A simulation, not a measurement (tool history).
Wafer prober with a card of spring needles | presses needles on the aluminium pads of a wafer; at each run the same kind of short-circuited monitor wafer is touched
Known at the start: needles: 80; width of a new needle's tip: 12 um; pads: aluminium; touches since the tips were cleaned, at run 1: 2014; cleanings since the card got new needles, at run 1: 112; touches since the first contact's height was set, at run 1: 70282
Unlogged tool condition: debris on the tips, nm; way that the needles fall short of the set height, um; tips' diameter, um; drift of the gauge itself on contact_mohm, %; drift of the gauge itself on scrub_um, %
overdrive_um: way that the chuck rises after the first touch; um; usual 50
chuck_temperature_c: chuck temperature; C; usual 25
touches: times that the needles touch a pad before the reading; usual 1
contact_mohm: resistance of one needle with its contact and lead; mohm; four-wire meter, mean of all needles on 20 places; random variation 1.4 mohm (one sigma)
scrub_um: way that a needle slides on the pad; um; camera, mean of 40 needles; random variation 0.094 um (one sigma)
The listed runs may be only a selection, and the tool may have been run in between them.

| run | hour | overdrive_um | chuck_temperature_c | touches | touches since the tips were cleaned | cleanings since the card got new needles | touches since the first contact's height was set | contact_mohm | scrub_um |
|---|---|---|---|---|---|---|---|---|---|
| 1 | 0.0 | 50 | 25 | 1 | 2014 | 112 | 70282 | 127 | 8.81 |
|  | 1.6 | tips cleaned on abrasive film |
|  | 8.9 | tips cleaned on abrasive film |
|  | 16.3 | tips cleaned on abrasive film |
|  | 22.2 | tips cleaned on abrasive film |
|  | 29.6 | tips cleaned on abrasive film |
| 2 | 30.8 | 50 | 25 | 1 | 471 | 117 | 82131 | 126 | 8.63 |
|  | 36.7 | tips cleaned on abrasive film |
|  | 42.6 | tips cleaned on abrasive film |
|  | 50.0 | tips cleaned on abrasive film |
|  | 57.4 | tips cleaned on abrasive film |
| 3 | 61.8 | 50 | 25 | 1 | 1728 | 121 | 94099 | 125 | 8.77 |
|  | 63.4 | tips cleaned on abrasive film |
|  | 69.3 | tips cleaned on abrasive film |
|  | 75.2 | tips cleaned on abrasive film |
|  | 82.6 | tips cleaned on abrasive film |
| 4 | 84.2 | 50 | 28 | 1 | 651 | 125 | 102726 | 126 | 8.82 |
|  | 88.7 | tips cleaned on abrasive film |
|  | 96.0 | tips cleaned on abrasive film |
|  | 103.4 | tips cleaned on abrasive film |
|  | 109.3 | tips cleaned on abrasive film |
|  | 116.7 | tips cleaned on abrasive film |
| 5 | 121.2 | 50 | 28 | 2 | 1757 | 130 | 116996 | 128 | 8.83 |
|  | 122.7 | tips cleaned on abrasive film |
|  | 128.7 | tips cleaned on abrasive film |
|  | 136.0 | tips cleaned on abrasive film |
|  | 141.9 | tips cleaned on abrasive film |
| 6 | 142.9 | 50 | 28 | 2 | 363 | 134 | 125326 | 128 | 8.76 |
|  | 148.8 | tips cleaned on abrasive film |
|  | 156.2 | tips cleaned on abrasive film |
|  | 163.5 | tips cleaned on abrasive film |
|  | 170.9 | tips cleaned on abrasive film |
| 7 | 171.9 | 50 | 28 | 2 | 385 | 138 | 136520 | 128 | 8.87 |
|  | 177.8 | tips cleaned on abrasive film |
|  | 185.2 | tips cleaned on abrasive film |
|  | 191.1 | tips cleaned on abrasive film |
|  | 197.0 | tips cleaned on abrasive film |
|  | 203.3 | tips cleaned on abrasive film |
| 8 | 203.3 | 50 | 25 | 1 | 0 | 143 | 148637 | 128 | 8.77 |
|  | 210.7 | tips cleaned on abrasive film |
|  | 218.1 | tips cleaned on abrasive film |
|  | 225.5 | tips cleaned on abrasive film |
| 9 | 230.8 | 50 | 95 | 1 | 2109 | 146 | 159279 | 135 | 8.68 |
|  | 232.4 | tips cleaned on abrasive film |
|  | 238.3 | tips cleaned on abrasive film |
|  | 245.7 | tips cleaned on abrasive film |
|  | 251.6 | tips cleaned on abrasive film |
|  | 259.0 | tips cleaned on abrasive film |
| 10 | 261.6 | 50 | 95 | 1 | 1016 | 151 | 171104 | 135 | 8.87 |
|  | 266.0 | tips cleaned on abrasive film |
|  | 273.4 | tips cleaned on abrasive film |
|  | 280.8 | tips cleaned on abrasive film |
|  | 288.1 | tips cleaned on abrasive film |
| 11 | 289.9 | 50 | 95 | 1 | 693 | 155 | 182038 | 136 | 8.66 |
|  | 294.4 | tips cleaned on abrasive film |
|  | 300.3 | tips cleaned on abrasive film |
|  | 307.7 | tips cleaned on abrasive film |
|  | 313.6 | tips cleaned on abrasive film |
| 12 | 317.7 | 50 | 42 | 1 | 1603 | 159 | 192746 | 125 | 8.76 |
|  | 320.7 | tips cleaned on abrasive film |
|  | 326.6 | tips cleaned on abrasive film |
|  | 332.5 | tips cleaned on abrasive film |
|  | 339.9 | tips cleaned on abrasive film |
|  | 345.8 | tips cleaned on abrasive film |
|  | 353.2 | tips cleaned on abrasive film |
|  | 359.1 | tips cleaned on abrasive film |
| 13 | 360.5 | 61 | 25 | 1 | 556 | 166 | 209232 | 123 | 10.80 |
|  | 366.4 | tips cleaned on abrasive film |
|  | 373.8 | tips cleaned on abrasive film |
|  | 379.7 | tips cleaned on abrasive film |
|  | 387.1 | tips cleaned on abrasive film |
|  | 394.4 | tips cleaned on abrasive film |
|  | 401.8 | tips cleaned on abrasive film |
| 14 | 402.5 | 37 | 25 | 2 | 266 | 172 | 225427 | 129 | 6.65 |
|  | 407.2 | height of the first contact set anew |
|  | 408.7 | tips cleaned on abrasive film |
|  | 414.6 | tips cleaned on abrasive film |
|  | 420.5 | tips cleaned on abrasive film |
|  | 427.9 | tips cleaned on abrasive film |
| 15 | 430.6 | 65 | 25 | 1 | 1064 | 176 | 9029 | 123 | 11.27 |
|  | 435.1 | tips cleaned on abrasive film |
|  | 441.0 | tips cleaned on abrasive film |
|  | 448.4 | tips cleaned on abrasive film |
|  | 455.7 | tips cleaned on abrasive film |
|  | 461.7 | tips cleaned on abrasive film |
|  | 469.0 | tips cleaned on abrasive film |
| 16 | 469.9 | 65 | 25 | 1 | 350 | 182 | 24170 | 123 | 11.41 |
|  | 475.8 | tips cleaned on abrasive film |
|  | 483.2 | tips cleaned on abrasive film |
|  | 490.6 | tips cleaned on abrasive film |
|  | 496.5 | tips cleaned on abrasive film |
|  | 502.4 | tips cleaned on abrasive film |
|  | 509.8 | tips cleaned on abrasive film |
| 17 | 510.6 | 65 | 25 | 1 | 315 | 188 | 39845 | 126 | 11.49 |
|  | 516.5 | tips cleaned on abrasive film |
|  | 523.9 | tips cleaned on abrasive film |
|  | 531.2 | tips cleaned on abrasive film |
| 18 | 531.6 | 48 | 106 | 2 | 150 | 191 | 47960 | 138 | 8.45 |
|  | 537.5 | tips cleaned on abrasive film |
|  | 544.9 | tips cleaned on abrasive film |
|  | 550.8 | tips cleaned on abrasive film |
|  | 558.2 | tips cleaned on abrasive film |
|  | 565.6 | tips cleaned on abrasive film |
| 19 | 568.8 | 48 | 106 | 2 | 1253 | 196 | 62296 | 137 | 8.49 |
|  | 571.8 | tips cleaned on abrasive film |
|  | 577.7 | tips cleaned on abrasive film |
|  | 585.1 | tips cleaned on abrasive film |
|  | 591.0 | tips cleaned on abrasive film |
| 20 | 593.3 | 70 | 26 | 2 | 923 | 200 | 71752 | 125 | 12.29 |
|  | 597.8 | tips cleaned on abrasive film |
|  | 603.7 | tips cleaned on abrasive film |
|  | 611.1 | tips cleaned on abrasive film |
|  | 618.4 | tips cleaned on abrasive film |
| 21 | 619.3 | 58 | 73 | 1 | 323 | 204 | 81746 | 132 | 10.14 |
|  | 625.2 | tips cleaned on abrasive film |
|  | 631.1 | tips cleaned on abrasive film |
|  | 638.5 | tips cleaned on abrasive film |
|  | 644.4 | tips cleaned on abrasive film |
|  | 651.8 | tips cleaned on abrasive film |
| 22 | 654.6 | 39 | 25 | 1 | 1101 | 209 | 95363 | 127 | 6.90 |
|  | 659.0 | tips cleaned on abrasive film |
|  | 666.4 | tips cleaned on abrasive film |
|  | 673.8 | tips cleaned on abrasive film |
|  | 681.1 | tips cleaned on abrasive film |
| 23 | 681.9 | 39 | 25 | 1 | 308 | 213 | 105912 | 129 | 6.82 |
|  | 687.8 | tips cleaned on abrasive film |
|  | 693.8 | tips cleaned on abrasive film |
|  | 701.1 | tips cleaned on abrasive film |
|  | 707.1 | tips cleaned on abrasive film |
|  | 713.0 | tips cleaned on abrasive film |
|  | 720.3 | tips cleaned on abrasive film |
| 24 | 721.6 | 64 | 36 | 1 | 504 | 219 | 121209 | 125 | 11.25 |
|  | 727.5 | tips cleaned on abrasive film |
|  | 733.5 | tips cleaned on abrasive film |
|  | 739.4 | tips cleaned on abrasive film |
|  | 746.7 | tips cleaned on abrasive film |
| 25 | 747.4 | 64 | 36 | 1 | 264 | 223 | 131145 | 126 | 11.15 |

Each row is a separate what-if for the run after 25, all from the same tool condition, not one after another. Results?
|  | 753.3 | tips cleaned on abrasive film |
|  | 759.3 | tips cleaned on abrasive film |
|  | 766.6 | tips cleaned on abrasive film |
| A | 767.3 | 53 | 119 | 1 | 249 | 226 | 138792 | ? | ? |
|  | 753.3 | tips cleaned on abrasive film |
|  | 759.3 | tips cleaned on abrasive film |
|  | 766.6 | tips cleaned on abrasive film |
| B | 767.3 | 67 | 68 | 1 | 249 | 226 | 138792 | ? | ? |
|  | 753.3 | tips cleaned on abrasive film |
|  | 759.3 | tips cleaned on abrasive film |
|  | 766.6 | tips cleaned on abrasive film |
| C | 767.3 | 30 | 36 | 2 | 249 | 226 | 138792 | ? | ? |
|  | 753.3 | tips cleaned on abrasive film |
|  | 759.3 | tips cleaned on abrasive film |
|  | 766.6 | tips cleaned on abrasive film |
| D | 767.3 | 64 | 36 | 2 | 249 | 226 | 138792 | ? | ? |

| run | contact_mohm | scrub_um |
|---|---|---|
| A | 135 | 9.44 |
| B | 130 | 11.85 |
| C | 133 | 5.28 |
| D | 123 | 11.20 |
The same runs, with their run-to-run variation unchanged, on a tool lacking any hidden condition would have given:
| run | contact_mohm | scrub_um |
|---|---|---|
| A | 135 | 9.45 |
| B | 130 | 11.86 |
| C | 133 | 5.29 |
| D | 122 | 11.20 |
